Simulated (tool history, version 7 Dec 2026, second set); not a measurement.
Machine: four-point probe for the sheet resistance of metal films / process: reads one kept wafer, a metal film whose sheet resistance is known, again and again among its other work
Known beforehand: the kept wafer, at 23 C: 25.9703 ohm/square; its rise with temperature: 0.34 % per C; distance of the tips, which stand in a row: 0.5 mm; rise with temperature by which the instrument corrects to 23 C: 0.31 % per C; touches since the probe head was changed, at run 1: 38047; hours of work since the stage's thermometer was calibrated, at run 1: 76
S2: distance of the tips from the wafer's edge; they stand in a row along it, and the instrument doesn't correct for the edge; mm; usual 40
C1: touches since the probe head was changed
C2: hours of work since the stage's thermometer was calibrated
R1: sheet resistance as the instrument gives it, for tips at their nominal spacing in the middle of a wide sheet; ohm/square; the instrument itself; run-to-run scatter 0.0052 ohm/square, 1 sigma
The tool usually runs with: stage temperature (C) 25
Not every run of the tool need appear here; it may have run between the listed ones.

Run 1, hour 0: usual settings; C1 38047; C2 76. Result: R1 25.989563 ohm/square.
Run 2, hour 55.2: usual settings; C1 39341; C2 118. Result: R1 25.983469 ohm/square.
Run 3, hour 154.1: usual settings but stage temperature (C) 23; C1 41656; C2 193. Result: R1 25.963074 ohm/square.
Run 4, hour 222.4: usual settings but stage temperature (C) 23; C1 43255; C2 244. Result: R1 25.971324 ohm/square.
Run 5, hour 297.8: usual settings but stage temperature (C) 23; C1 45023; C2 301. Result: R1 25.983042 ohm/square.
Run 6, hour 366.6: usual settings; C1 46635; C2 353. Result: R1 25.986879 ohm/square.
Run 7, hour 452.1: usual settings but S2 5 mm; C1 48635; C2 418. Result: R1 26.128218 ohm/square.
Run 8, hour 530.2: usual settings but S2 5 mm; C1 50465; C2 477. Result: R1 26.130123 ohm/square.
Run 9, hour 597.5: usual settings but S2 5 mm; C1 52043; C2 528. Result: R1 26.130719 ohm/square.
Run 10, hour 685.7: usual settings but S2 5 mm; C1 54109; C2 595. Result: R1 26.124686 ohm/square.
Run 11, hour 770.5: usual settings but S2 49 mm; C1 56094; C2 659. Result: R1 25.985784 ohm/square.

For run 12, what comes out?
Run 12, hour 833.6: usual settings but S2 49 mm; C1 57572; C2 706. Result: R1 ?.

For run 12 the tool returned R1 25.977534 ohm/square.
Had the tool carried no hidden state, the very same run would have given R1 25.97593 ohm/square.
